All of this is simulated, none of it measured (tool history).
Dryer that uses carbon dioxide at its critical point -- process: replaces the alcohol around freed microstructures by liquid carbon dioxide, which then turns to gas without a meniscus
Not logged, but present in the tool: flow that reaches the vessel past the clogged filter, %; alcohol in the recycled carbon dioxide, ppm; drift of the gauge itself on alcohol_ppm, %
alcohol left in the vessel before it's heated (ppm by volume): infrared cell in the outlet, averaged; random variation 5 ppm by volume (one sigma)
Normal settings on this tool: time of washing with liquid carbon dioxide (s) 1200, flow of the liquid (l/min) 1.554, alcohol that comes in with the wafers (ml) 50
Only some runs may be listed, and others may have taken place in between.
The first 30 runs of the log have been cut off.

run,hour,time of washing with liquid carbon dioxide (s),flow of the liquid (l/min),alcohol that comes in with the wafers (ml),hours of work since the filter was changed,hours of work since the purifier's bed was changed,alcohol left in the vessel before it's heated (ppm by volume)
31,308.9,960,0.960,41,47,409,614
32,318.8,1200,1.880,30,52,413,78
33,331.3,1200,1.880,30,57,418,75
34,340.2,1200,1.880,30,61,422,72
35,346.7,1020,2.560,97,64,425,72
36,359.0,780,1.720,93,69,431,400
37,366.3,1200,1.260,108,73,434,299
38,375.2,1200,1.260,108,77,438,295
39,384.9,1080,1.630,73,81,442,142
40,395.2,1080,1.630,73,86,447,158
41,406.7,1800,1.140,57,91,452,100
42,415.4,1380,1.140,39,95,456,134
43,430.3,900,1.030,30,101,463,483
44,441.4,1620,1.770,87,106,468,75

Branching from run 44: 3 alternative next runs. What would each branch give?
A,451.4,1200,1.554,86,111,472,?
B,451.4,1320,2.040,80,111,472,?
C,451.4,1140,1.060,36,111,472,?

run,alcohol left in the vessel before it's heated (ppm by volume)
A,144
B,80
C,297
Without the tool's hidden state the same runs would have given:
run,alcohol left in the vessel before it's heated (ppm by volume)
A,57
B,10
C,186

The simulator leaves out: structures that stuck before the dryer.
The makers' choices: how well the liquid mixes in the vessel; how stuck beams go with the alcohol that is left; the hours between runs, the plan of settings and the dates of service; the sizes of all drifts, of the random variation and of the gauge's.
